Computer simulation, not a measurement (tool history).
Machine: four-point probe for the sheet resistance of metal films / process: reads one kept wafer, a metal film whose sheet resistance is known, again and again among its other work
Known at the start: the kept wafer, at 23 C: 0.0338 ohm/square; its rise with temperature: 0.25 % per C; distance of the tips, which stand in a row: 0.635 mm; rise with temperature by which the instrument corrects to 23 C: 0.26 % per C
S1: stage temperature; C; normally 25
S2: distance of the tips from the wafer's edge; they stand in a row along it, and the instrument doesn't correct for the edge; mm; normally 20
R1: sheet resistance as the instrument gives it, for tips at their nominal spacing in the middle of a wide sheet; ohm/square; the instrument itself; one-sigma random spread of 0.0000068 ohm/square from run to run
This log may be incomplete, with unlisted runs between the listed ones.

run 1 day=0 | S1=25 S2=20 | R1=0.033275
run 2 day=1.958 | S1=25 S2=20 | R1=0.033283
run 3 day=2.938 | S1=25 S2=20 | R1=0.033273
run 4 day=4.138 | S1=25 S2=20 | R1=0.033256
run 5 day=6.179 | S1=25 S2=20 | R1=0.033266
run 6 day=8.204 | S1=25 S2=20 | R1=0.033246
run 7 day=9.125 | S1=25 S2=20 | R1=0.033242
run 8 day=11.208 | S1=25 S2=20 | R1=0.033237
-- day=12.179 new probe head fitted
run 9 day=12.621 | S1=25 S2=20 | R1=0.033729
run 10 day=14.442 | S1=23 S2=20 | R1=0.033721
run 11 day=16.362 | S1=23 S2=20 | R1=0.033712
run 12 day=18.471 | S1=23 S2=20 | R1=0.033707
run 13 day=19.971 | S1=25 S2=24 | R1=0.033706

The next listed run, before its measurement:
run 14 day=21.292 | S1=25 S2=48 | R1=?

Run 14 gave R1 0.03367 ohm/square.
With the hidden condition absent and the run-to-run variation left alone, this run would have shown R1 0.033792 ohm/square.

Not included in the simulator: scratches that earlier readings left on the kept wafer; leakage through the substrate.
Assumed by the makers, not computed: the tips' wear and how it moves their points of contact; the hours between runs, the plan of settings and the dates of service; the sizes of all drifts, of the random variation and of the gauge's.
